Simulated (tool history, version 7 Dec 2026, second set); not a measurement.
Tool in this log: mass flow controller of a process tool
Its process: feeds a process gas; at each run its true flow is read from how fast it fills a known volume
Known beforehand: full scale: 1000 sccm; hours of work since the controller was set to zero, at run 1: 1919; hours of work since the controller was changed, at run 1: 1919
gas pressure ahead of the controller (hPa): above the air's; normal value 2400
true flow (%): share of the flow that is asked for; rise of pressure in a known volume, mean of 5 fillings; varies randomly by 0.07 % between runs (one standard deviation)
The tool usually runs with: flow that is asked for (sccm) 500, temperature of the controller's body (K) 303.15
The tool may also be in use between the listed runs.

run	day	flow that is asked for (sccm)	gas pressure ahead of the controller (hPa)	temperature of the controller's body (K)	hours of work since the controller was set to zero	hours of work since the controller was changed	true flow (%)
1	0	500	2400	303.15	1919	1919	101.04
2	13.433	500	2400	303.15	2059	2059	101.08
3	29.2	500	2400	303.15	2222	2222	101.45
4	39.5	500	2400	303.15	2329	2329	101.56
5	56.346	500	2400	303.15	2504	2504	101.83
6	75.454	455	2110	299.15	2702	2702	102.64
7	86.625	500	2650	303.15	2818	2818	101.93
8	94.721	500	1820	303.15	2902	2902	102.62
9	110.342	500	2400	301.15	3064	3064	102.71
10	124.788	801	1640	296.15	3214	3214	103.69

Forecast each of these 5 alternatives for the next run:
A	144.375	500	2690	303.15	3417	3417	?
B	144.375	500	2400	299.15	3417	3417	?
C	144.375	857	1640	296.15	3417	3417	?
D	144.375	436	2400	301.15	3417	3417	?
E	144.375	801	2780	296.15	3417	3417	?

run	true flow (%)
A	102.58
B	103.34
C	103.88
D	102.95
E	103.08
With the hidden condition removed and each run's random variation left untouched, the same runs would have given:
run	true flow (%)
A	98.59
B	99.34
C	100.24
D	98.84
E	99.4
